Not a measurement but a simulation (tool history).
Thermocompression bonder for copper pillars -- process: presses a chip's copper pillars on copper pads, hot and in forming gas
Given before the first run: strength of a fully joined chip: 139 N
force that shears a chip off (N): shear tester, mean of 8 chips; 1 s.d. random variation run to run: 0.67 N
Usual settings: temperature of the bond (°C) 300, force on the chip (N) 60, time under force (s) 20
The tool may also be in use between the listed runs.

run,day,temperature of the bond (°C),force on the chip (N),time under force (s),force that shears a chip off (N)
1,0.000,300,60,20,83.0
2,0.383,300,60,20,83.6
3,0.667,300,60,20,82.2
4,0.858,300,49,20,70.5
5,1.100,287,49,20,61.1
6,1.529,287,49,20,61.7
7,1.854,327,60,20,100.0
8,2.250,300,60,58,108.1
9,2.621,300,60,58,108.6
10,2.925,300,60,58,108.8
11,3.212,300,45,58,89.3
12,3.417,300,45,58,92.1
13,3.771,300,45,58,91.4
14,3.962,300,45,58,89.4
15,4.312,300,60,20,82.6
16,4.558,300,60,20,82.5
17,4.942,300,60,20,83.4
18,5.354,300,60,20,81.9
19,5.550,300,60,11,68.0
20,5.817,300,50,11,56.7
21,6.000,300,60,20,82.1
22,6.229,300,60,20,82.1
23,6.496,304,60,57,110.4
# day 6.596: force cell calibrated
24,6.912,325,66,20,103.4
25,7.138,300,71,56,115.5
26,7.562,307,38,23,61.7
# day 7.933: force cell calibrated, once more
27,7.988,307,38,23,62.2
28,8.200,308,60,20,87.9
29,8.383,308,47,36,87.6
30,8.688,308,47,36,87.0
31,9.071,308,47,36,86.6
32,9.292,278,39,36,55.5
# day 9.404: forming gas filter changed
33,9.742,278,39,36,57.4
34,9.942,278,39,36,56.9
35,10.179,278,39,36,56.9
36,10.592,300,86,20,107.7
37,10.942,305,60,22,90.3
38,11.338,290,67,16,78.9
39,11.771,283,67,32,91.6
40,12.021,283,67,32,92.5
41,12.350,283,67,32,92.1

For some of the steps in force that shears a chip off (N) from one run to the next: how much would appear even if the tool had no hidden state, given the settings, what came in and random variation, and how much remains for the hidden state plus any gauge scatter that the measured result and the result without hidden state don't share?
Hidden conditions of the tool in this case: true temperature of the bond over the reading, C; force that reaches the chip, % of what is set; oxide that the forming gas leaves, % of the face; drift of the gauge itself on shear_n, %.
Run 6 -> 7: temperature of the bond (°C) 287 -> 327, force on the chip (N) 49 -> 60. force that shears a chip off (N) +38.3: hidden state -1.0, all else +39.3.
Run 25 -> 26: temperature of the bond (°C) 300 -> 307, force on the chip (N) 71 -> 38, time under force (s) 56 -> 23. force that shears a chip off (N) -53.8: hidden state +1.2, all else -55.0.
Run 26 -> 27: force cell calibrated, once more. force that shears a chip off (N) +0.5: hidden state +1.5, all else -1.0.
Run 32 -> 33: forming gas filter changed. force that shears a chip off (N) +1.9: hidden state +2.0, all else -0.1.
Run 35 -> 36: temperature of the bond (°C) 278 -> 300, force on the chip (N) 39 -> 86, time under force (s) 36 -> 20. force that shears a chip off (N) +50.8: hidden state -0.2, all else +51.0.
